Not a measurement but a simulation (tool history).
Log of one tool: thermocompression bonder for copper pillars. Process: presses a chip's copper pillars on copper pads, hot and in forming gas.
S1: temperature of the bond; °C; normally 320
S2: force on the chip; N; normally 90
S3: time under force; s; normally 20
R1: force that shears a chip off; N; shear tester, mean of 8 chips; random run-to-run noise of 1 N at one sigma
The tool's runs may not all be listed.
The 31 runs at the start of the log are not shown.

run   hour   S1   S2  S3    R1
 32  289.8  292  123  33  85.8
 33  296.9  292  123  33  84.7
 34  304.9  335  119  26  96.0
 35  318.2  296   77  21  56.7
 36  325.5  296   77  21  57.8
 37  336.7  296   77  21  58.3
 38  349.0  329   87  22  78.6
 39  355.2  322   80  10  58.6
     364.0  -- forming gas filter changed
 40  368.9  320  110  20  91.6
 41  376.4  320   55  20  63.6

Here are 3 independent what-if runs from the current tool condition. What would each one return?
  A  384.0  329   55  12   ?
  B  384.0  320  129  20   ?
  C  384.0  320  117  20   ?

run    R1
  A  56.5
  B  95.1
  C  93.7
What these runs would have given with no unlogged condition in the tool:
run    R1
  A  59.8
  B  98.1
  C  97.0

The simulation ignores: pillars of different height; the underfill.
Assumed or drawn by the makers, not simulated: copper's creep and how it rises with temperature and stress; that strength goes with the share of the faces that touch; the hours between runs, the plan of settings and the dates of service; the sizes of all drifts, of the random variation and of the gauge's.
